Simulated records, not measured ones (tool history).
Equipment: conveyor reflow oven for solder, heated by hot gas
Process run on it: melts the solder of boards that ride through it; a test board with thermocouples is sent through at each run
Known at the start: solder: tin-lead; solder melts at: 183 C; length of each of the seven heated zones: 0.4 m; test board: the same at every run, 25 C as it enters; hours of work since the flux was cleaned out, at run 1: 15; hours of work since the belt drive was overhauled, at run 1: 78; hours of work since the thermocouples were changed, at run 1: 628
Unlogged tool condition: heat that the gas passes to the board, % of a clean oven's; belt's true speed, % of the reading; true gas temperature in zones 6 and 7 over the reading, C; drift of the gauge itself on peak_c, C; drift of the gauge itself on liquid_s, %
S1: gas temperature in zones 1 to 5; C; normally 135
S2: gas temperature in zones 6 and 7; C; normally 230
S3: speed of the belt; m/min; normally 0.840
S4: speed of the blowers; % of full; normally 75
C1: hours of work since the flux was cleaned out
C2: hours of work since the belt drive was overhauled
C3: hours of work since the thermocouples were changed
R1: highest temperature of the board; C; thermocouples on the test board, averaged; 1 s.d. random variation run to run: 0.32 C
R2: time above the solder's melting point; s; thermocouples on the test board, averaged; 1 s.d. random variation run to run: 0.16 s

run	day	S1	S2	S3	S4	C1	C2	C3	R1	R2
1	0.000	135	230	0.840	75	15	78	628	213.3	40.3
2	0.758	135	230	0.840	75	23	86	636	213.5	39.9
3	1.446	135	230	0.966	75	31	93	644	208.5	31.5
4	2.292	135	230	0.966	75	40	102	653	208.3	31.1
5	2.796	135	230	0.840	75	45	108	658	213.1	40.1
6	3.271	144	230	0.840	75	51	113	664	214.9	43.5
7	3.938	135	230	0.840	75	58	120	671	213.1	40.0
8	4.575	135	230	0.840	75	65	127	678	212.6	40.1
9	5.088	135	230	0.840	75	70	133	683	213.1	39.8
10	5.504	135	230	0.840	75	75	137	688	212.6	39.6
11	6.062	139	230	0.778	75	81	143	694	215.3	46.4
12	6.617	139	230	0.778	75	87	149	700	215.5	46.4
13	7.125	125	230	0.724	75	92	155	705	216.0	46.2
14	7.954	125	231	0.960	75	101	164	715	207.2	28.1
15	8.467	135	230	0.840	63	107	170	720	209.4	36.7
16	9.217	135	230	0.713	84	115	178	728	218.7	52.2
17	9.617	135	230	0.713	84	120	182	733	217.8	52.3
18	10.571	135	236	0.840	75	130	192	743	217.5	42.6
19	11.488	134	228	0.954	85	140	202	753	208.5	31.7
20	11.879	142	230	0.840	60	144	207	757	209.5	39.0

Predict each of these 4 candidate next runs independently; none follows another, all start after run 20:
A	12.412	142	240	0.849	60	150	212	763	?	?
B	12.412	134	223	0.840	60	150	212	763	?	?
C	12.412	142	225	0.940	57	150	212	763	?	?
D	12.412	135	241	0.806	60	150	212	763	?	?

run	R1	R2
A	217.9	43.1
B	202.7	30.1
C	200.9	26.9
D	218.8	45.1
With the hidden condition removed and each run's random variation left untouched, the same runs would have given:
run	R1	R2
A	220.9	44.6
B	205.6	32.7
C	203.7	29.3
D	221.7	46.7
